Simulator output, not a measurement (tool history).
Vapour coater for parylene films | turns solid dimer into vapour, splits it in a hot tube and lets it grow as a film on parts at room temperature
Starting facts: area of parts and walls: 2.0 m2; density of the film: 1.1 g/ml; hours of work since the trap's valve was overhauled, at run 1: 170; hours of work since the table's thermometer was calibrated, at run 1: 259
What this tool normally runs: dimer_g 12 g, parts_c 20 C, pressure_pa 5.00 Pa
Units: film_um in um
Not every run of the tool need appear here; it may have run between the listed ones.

| run | day | dimer_g | parts_c | pressure_pa | hours of work since the trap's valve was overhauled | hours of work since the table's thermometer was calibrated | film_um |
|---|---|---|---|---|---|---|---|
| 1 | 0.000 | 12 | 20 | 5.00 | 170 | 259 | 2.51 |
| 2 | 2.258 | 7 | 20 | 5.00 | 195 | 284 | 1.45 |
| 3 | 4.100 | 7 | 20 | 5.00 | 215 | 305 | 1.42 |
| 4 | 5.875 | 7 | 20 | 5.00 | 235 | 324 | 1.43 |
| 5 | 7.979 | 7 | 20 | 5.00 | 258 | 348 | 1.40 |
|  | 9.458 | trap's valve overhauled |
| 6 | 9.683 | 7 | 20 | 5.00 | 2 | 365 | 1.58 |
| 7 | 11.338 | 7 | 13 | 5.00 | 21 | 383 | 1.84 |
| 8 | 13.725 | 7 | 13 | 5.00 | 47 | 409 | 1.81 |
| 9 | 14.942 | 12 | 20 | 5.00 | 61 | 423 | 2.57 |
| 10 | 16.954 | 12 | 20 | 7.75 | 83 | 445 | 2.49 |
| 11 | 19.192 | 12 | 20 | 5.00 | 108 | 470 | 2.57 |
| 12 | 20.488 | 12 | 20 | 5.00 | 122 | 484 | 2.56 |
| 13 | 22.329 | 12 | 20 | 5.00 | 142 | 504 | 2.47 |
| 14 | 24.650 | 12 | 13 | 5.00 | 168 | 530 | 2.95 |
| 15 | 26.333 | 12 | 22 | 5.00 | 187 | 549 | 2.34 |
| 16 | 27.392 | 10 | 20 | 5.00 | 198 | 560 | 2.06 |
| 17 | 29.317 | 10 | 20 | 5.00 | 220 | 582 | 2.04 |
| 18 | 30.342 | 7 | 29 | 3.47 | 231 | 593 | 1.22 |
| 19 | 31.896 | 5 | 25 | 2.89 | 248 | 610 | 0.95 |
| 20 | 34.025 | 12 | 18 | 11.49 | 272 | 634 | 2.27 |
|  | 34.400 | trap's valve overhauled |
| 21 | 35.883 | 12 | 18 | 11.49 | 16 | 652 | 2.51 |
| 22 | 36.900 | 12 | 18 | 11.49 | 28 | 664 | 2.48 |
| 23 | 38.033 | 12 | 14 | 3.06 | 40 | 676 | 3.28 |
| 24 | 39.517 | 12 | 22 | 7.16 | 57 | 693 | 2.38 |
| 25 | 40.738 | 10 | 27 | 11.44 | 70 | 706 | 1.65 |
| 26 | 41.996 | 6 | 21 | 11.44 | 84 | 720 | 1.14 |
| 27 | 44.042 | 6 | 14 | 6.80 | 107 | 743 | 1.42 |
| 28 | 45.354 | 6 | 14 | 6.80 | 121 | 757 | 1.45 |
| 29 | 47.350 | 10 | 16 | 6.03 | 143 | 779 | 2.28 |
| 30 | 49.796 | 10 | 16 | 6.03 | 170 | 806 | 2.25 |
| 31 | 51.596 | 6 | 21 | 9.55 | 190 | 826 | 1.12 |
| 32 | 53.746 | 6 | 14 | 9.23 | 214 | 850 | 1.31 |

Predict each of these 3 candidate next runs independently; none follows another, all start after run 32:
| A | 56.083 | 16 | 20 | 3.71 | 240 | 876 | ? |
| B | 56.083 | 6 | 16 | 8.02 | 240 | 876 | ? |
| C | 56.083 | 9 | 13 | 3.35 | 240 | 876 | ? |

| run | film_um |
|---|---|
| A | 3.44 |
| B | 1.26 |
| C | 2.29 |
Without the tool's unlogged condition, the same runs would have read:
| run | film_um |
|---|---|
| A | 3.72 |
| B | 1.37 |
| C | 2.48 |
